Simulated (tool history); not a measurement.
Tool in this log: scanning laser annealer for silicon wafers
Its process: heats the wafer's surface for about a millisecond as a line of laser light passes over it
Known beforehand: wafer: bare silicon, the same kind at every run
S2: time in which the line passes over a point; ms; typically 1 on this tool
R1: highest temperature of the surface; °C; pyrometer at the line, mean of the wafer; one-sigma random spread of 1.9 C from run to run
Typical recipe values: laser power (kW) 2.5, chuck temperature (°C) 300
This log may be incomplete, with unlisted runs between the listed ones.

{"run": 1, "day": 0.0, "laser power (kW)": 2.5, "S2": 1, "chuck temperature (°C)": 300, "R1": 1146}
{"run": 2, "day": 0.608, "laser power (kW)": 2.5, "S2": 1, "chuck temperature (°C)": 300, "R1": 1140}
{"run": 3, "day": 1.379, "laser power (kW)": 2.5, "S2": 1, "chuck temperature (°C)": 300, "R1": 1139}
{"run": 4, "day": 1.996, "laser power (kW)": 2.5, "S2": 1, "chuck temperature (°C)": 300, "R1": 1146}
{"run": 5, "day": 2.804, "laser power (kW)": 2.5, "S2": 1, "chuck temperature (°C)": 300, "R1": 1144}
{"run": 6, "day": 3.854, "laser power (kW)": 2.5, "S2": 1, "chuck temperature (°C)": 300, "R1": 1142}
{"run": 7, "day": 4.588, "laser power (kW)": 2.5, "S2": 1, "chuck temperature (°C)": 264, "R1": 1108}

What will run 8 give?
{"day": 5.438, "done": "window over the wafer cleaned"}
{"run": 8, "day": 5.438, "laser power (kW)": 2.5, "S2": 1.02, "chuck temperature (°C)": 300, "R1": "?"}

{"run 8": {"R1": 1155}}
The same run, on a tool lacking any hidden state, would have yielded R1 1155 °C.
